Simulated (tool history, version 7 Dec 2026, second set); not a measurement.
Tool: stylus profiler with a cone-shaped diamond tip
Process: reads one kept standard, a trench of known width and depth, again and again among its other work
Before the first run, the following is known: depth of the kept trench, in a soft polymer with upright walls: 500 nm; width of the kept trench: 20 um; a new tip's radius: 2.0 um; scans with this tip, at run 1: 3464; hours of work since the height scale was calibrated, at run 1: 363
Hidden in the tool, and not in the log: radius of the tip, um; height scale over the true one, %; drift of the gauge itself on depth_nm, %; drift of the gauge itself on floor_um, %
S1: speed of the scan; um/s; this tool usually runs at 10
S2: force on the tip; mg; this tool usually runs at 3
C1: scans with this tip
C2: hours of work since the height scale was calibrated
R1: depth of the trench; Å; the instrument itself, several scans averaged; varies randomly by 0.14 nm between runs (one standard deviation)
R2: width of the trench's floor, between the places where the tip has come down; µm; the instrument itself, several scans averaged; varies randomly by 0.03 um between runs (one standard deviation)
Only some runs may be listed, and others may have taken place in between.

run	hour	S1	S2	C1	C2	R1	R2
1	0	10	3	3464	363	5061.6	16.48
2	33.7	10	3	3618	380	5064.2	16.51
3	65.1	10	3	3762	395	5062.6	16.46
4	88.6	10	3	3870	406	5062.3	16.45
5	118	10	3	4005	420	5062.1	16.41
6	154.4	10	3	4172	438	5064.2	16.4
7	185.2	10	2.19	4313	452	5051.9	16.41
8	223	3	3	4486	471	5064.6	16.28
9	264	3	3	4674	490	5063.1	16.27
10	300.8	13	3	4843	508	5063	16.27
11	341.6	13	3	5030	528	5063.7	16.18
12	379.9	13	3	5206	546	5067	16.18
13	421.1	13	3	5394	566	5064.8	16.14
14	458.9	10	3	5568	584	5067	16.08
15	496.3	10	3	5739	602	5066.2	16.12
16	520.4	10	1.27	5850	614	5042.8	16.04
17	542.1	10	3	5949	624	5066.7	16.07
18	569	10	3	6073	637	5067	16
19	598.5	10	3	6208	651	5068.5	16.01
20	628.6	10	3	6346	666	5065.9	16.02
21	654	18	3	6462	678	5069.3	15.97
22	684.8	39	3	6604	693	5070.5	15.88
23	710.6	4	8.28	6722	705	5122.9	15.94
24	749.3	7	1.7	6899	724	5050	15.87
25	779.6	5	4.02	7038	738	5083.3	15.84
26	822.6	27	6.33	7236	759	5106.1	15.81
27	841.4	27	6.33	7322	768	5107.3	15.74
28	873.7	10	6.33	7470	783	5106.7	15.77
29	897.2	5	3	7577	795	5070.7	15.77
30	925	5	3	7705	808	5070	15.74
31	952.8	8	3.67	7832	822	5079.8	15.76
32	975.9	5	3	7938	833	5070.6	15.68
33	1015.4	31	7.01	8119	852	5112.9	15.65
34	1055.9	31	7.01	8305	871	5115.3	15.6
35	1082.4	31	7.01	8427	884	5113.8	15.54
36	1120.5	31	7.01	8601	902	5117.3	15.54
37	1147.2	35	2.43	8723	915	5062.6	15.45
38	1179.9	32	2.2	8874	931	5062.1	15.48
39	1209.6	12	5.87	9010	945	5103.8	15.51
40	1252.7	12	5.87	9207	966	5104.1	15.5
41	1280.9	17	5.87	9336	979	5105.5	15.46
42	1319	7	4.42	9511	998	5089.5	15.49
43	1339.1	7	4.42	9603	1007	5092.6	15.43

Forecast each of these 3 alternatives for the next run:
A	1381.2	2	3.92	9796	1028	?	?
B	1381.2	3	4.56	9796	1028	?	?
C	1381.2	7	3.72	9796	1028	?	?

run	R1	R2
A	5085.9	15.44
B	5094.6	15.38
C	5083.6	15.41
Had the tool no hidden state, the same runs would have come out as:
run	R1	R2
A	5069.2	17.38
B	5077.8	17.32
C	5066.9	17.35

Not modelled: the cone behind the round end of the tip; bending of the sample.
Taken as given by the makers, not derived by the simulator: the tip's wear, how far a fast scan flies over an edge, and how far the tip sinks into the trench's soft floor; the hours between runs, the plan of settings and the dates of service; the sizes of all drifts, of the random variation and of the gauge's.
